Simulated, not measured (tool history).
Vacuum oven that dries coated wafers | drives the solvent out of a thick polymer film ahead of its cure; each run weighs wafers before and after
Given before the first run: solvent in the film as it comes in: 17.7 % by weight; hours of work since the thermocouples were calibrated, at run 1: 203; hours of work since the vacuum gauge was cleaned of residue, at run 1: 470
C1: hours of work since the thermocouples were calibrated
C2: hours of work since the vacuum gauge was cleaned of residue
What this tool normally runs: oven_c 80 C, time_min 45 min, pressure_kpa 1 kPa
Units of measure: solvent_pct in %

Run 1, hour 0: usual settings; C1 203; C2 470. Result: solvent_pct 2.27 %.
Run 2, hour 8.8: usual settings but time_min 73 min; C1 209; C2 475. Result: solvent_pct 1.34 %.
Run 3, hour 15.5: usual settings; C1 213; C2 479. Result: solvent_pct 2.35 %.
Run 4, hour 24.1: usual settings; C1 218; C2 485. Result: solvent_pct 2.35 %.
Run 5, hour 29.9: usual settings; C1 221; C2 488. Result: solvent_pct 2.31 %.
Run 6, hour 41.6: usual settings; C1 228; C2 495. Result: solvent_pct 2.31 %.
Run 7, hour 51.2: usual settings but pressure_kpa 2.24 kPa; C1 234; C2 501. Result: solvent_pct 3.29 %.
Run 8, hour 62.8: usual settings but pressure_kpa 2.24 kPa; C1 241; C2 507. Result: solvent_pct 3.26 %.
Run 9, hour 69.3: usual settings but pressure_kpa 0.67 kPa; C1 245; C2 511. Result: solvent_pct 2.04 %.
Run 10, hour 75.2: usual settings but oven_c 94 C; C1 248; C2 515. Result: solvent_pct 0.61 %.
Run 11, hour 84.9: usual settings; C1 254; C2 521. Result: solvent_pct 2.22 %.
Run 12, hour 91.9: usual settings; C1 258; C2 525. Result: solvent_pct 2.24 %.
Run 13, hour 104.4: usual settings; C1 265; C2 532. Result: solvent_pct 2.26 %.
Run 14, hour 111.1: usual settings; C1 269; C2 536. Result: solvent_pct 2.25 %.
Run 15, hour 122.3: usual settings; C1 276; C2 543. Result: solvent_pct 2.3 %.
Run 16, hour 134.8: usual settings; C1 283; C2 550. Result: solvent_pct 2.3 %.
Run 17, hour 144.8: usual settings; C1 289; C2 556. Result: solvent_pct 2.23 %.
Run 18, hour 153: usual settings but time_min 44 min; C1 294; C2 561. Result: solvent_pct 2.38 %.
Run 19, hour 161.1: usual settings; C1 299; C2 566. Result: solvent_pct 2.26 %.
Run 20, hour 174.6: usual settings but pressure_kpa 1.3 kPa; C1 307; C2 574. Result: solvent_pct 2.57 %.
Run 21, hour 180.9: usual settings but pressure_kpa 1.3 kPa; C1 311; C2 577. Result: solvent_pct 2.4 %.
Run 22, hour 190.8: usual settings but pressure_kpa 1.3 kPa; C1 317; C2 583. Result: solvent_pct 2.54 %.
Run 23, hour 200.8: usual settings but pressure_kpa 1.3 kPa; C1 322; C2 589. Result: solvent_pct 2.54 %.
Run 24, hour 212.7: usual settings but pressure_kpa 1.3 kPa; C1 329; C2 596. Result: solvent_pct 2.5 %.
Run 25, hour 225.2: usual settings but time_min 29 min, pressure_kpa 2.59 kPa; C1 337; C2 604. Result: solvent_pct 5.06 %.
Run 26, hour 236.4: usual settings but time_min 57 min, pressure_kpa 3.89 kPa; C1 344; C2 610. Result: solvent_pct 4.06 %.
Run 27, hour 245.5: usual settings but oven_c 93 C, time_min 34 min, pressure_kpa 0.57 kPa; C1 349; C2 616. Result: solvent_pct 0.43 %.
Run 28, hour 256.9: usual settings but oven_c 93 C, time_min 27 min, pressure_kpa 0.82 kPa; C1 356; C2 622. Result: solvent_pct 0.86 %.
Run 29, hour 264.7: usual settings but time_min 36 min, pressure_kpa 2.8 kPa; C1 360; C2 627. Result: solvent_pct 4.56 %.
Run 30, hour 272.8: usual settings but oven_c 93 C, time_min 67 min, pressure_kpa 1.18 kPa; C1 365; C2 632. Result: solvent_pct 0.6 %.
Run 31, hour 278.2: usual settings but oven_c 93 C, time_min 67 min, pressure_kpa 1.18 kPa; C1 368; C2 635. Result: solvent_pct 0.69 %.
Run 32, hour 285.3: usual settings but oven_c 93 C, time_min 80 min, pressure_kpa 1.18 kPa; C1 372; C2 639. Result: solvent_pct 0.67 %.
Run 33, hour 294: usual settings but oven_c 67 C, time_min 23 min, pressure_kpa 1.4 kPa; C1 378; C2 644. Result: solvent_pct 10.61 %.
Run 34, hour 302.4: usual settings but oven_c 74 C, time_min 33 min, pressure_kpa 3.85 kPa; C1 383; C2 649. Result: solvent_pct 8.18 %.
Run 35, hour 312.2: usual settings but oven_c 74 C, time_min 33 min, pressure_kpa 3.85 kPa; C1 388; C2 655. Result: solvent_pct 8.08 %.
Run 36, hour 322.8: usual settings but oven_c 74 C, time_min 33 min, pressure_kpa 3.85 kPa; C1 395; C2 661. Result: solvent_pct 8.01 %.
Run 37, hour 331.5: usual settings but oven_c 89 C, pressure_kpa 1.2 kPa; C1 400; C2 667. Result: solvent_pct 0.88 %.
Run 38, hour 344.9: usual settings but oven_c 75 C, pressure_kpa 1.2 kPa; C1 408; C2 675. Result: solvent_pct 4.21 %.
Run 39, hour 353: usual settings but oven_c 75 C, pressure_kpa 1.2 kPa; C1 413; C2 679. Result: solvent_pct 4.12 %.
Run 40, hour 364.3: usual settings but oven_c 75 C, pressure_kpa 1.2 kPa; C1 419; C2 686. Result: solvent_pct 4.18 %.
Run 41, hour 370.2: usual settings but time_min 30 min; C1 423; C2 690. Result: solvent_pct 3.97 %.
Run 42, hour 383.5: usual settings but time_min 24 min, pressure_kpa 2.33 kPa; C1 431; C2 697. Result: solvent_pct 5.87 %.
Run 43, hour 391.8: usual settings but time_min 24 min, pressure_kpa 1.65 kPa; C1 436; C2 702. Result: solvent_pct 5.39 %.
Run 44, hour 399.3: usual settings but time_min 24 min, pressure_kpa 0.56 kPa; C1 440; C2 707. Result: solvent_pct 4.65 %.
Run 45, hour 408.9: usual settings but oven_c 90 C, time_min 28 min; C1 446; C2 713. Result: solvent_pct 1.31 %.
Run 46, hour 418.2: usual settings but oven_c 67 C, time_min 54 min, pressure_kpa 1.55 kPa; C1 451; C2 718. Result: solvent_pct 7.26 %.

Here are 5 independent what-if runs from the current tool condition. What would each one return?
Run A, hour 427.7: usual settings but oven_c 79 C, time_min 54 min, pressure_kpa 1.77 kPa; C1 457; C2 724. Result: solvent_pct ?.
Run B, hour 427.7: usual settings but oven_c 84 C; C1 457; C2 724. Result: solvent_pct ?.
Run C, hour 427.7: usual settings but oven_c 67 C, time_min 54 min, pressure_kpa 2.74 kPa; C1 457; C2 724. Result: solvent_pct ?.
Run D, hour 427.7: usual settings but oven_c 67 C, time_min 26 min, pressure_kpa 3.61 kPa; C1 457; C2 724. Result: solvent_pct ?.
Run E, hour 427.7: usual settings but time_min 38 min; C1 457; C2 724. Result: solvent_pct ?.

run  solvent_pct
  A         2.66
  B         1.33
  C         8.39
  D        11.74
  E         2.95
With the hidden condition removed and each run's random variation left untouched, the same runs would have given:
run  solvent_pct
  A         2.64
  B         1.32
  C         8.37
  D        11.72
  E         2.93
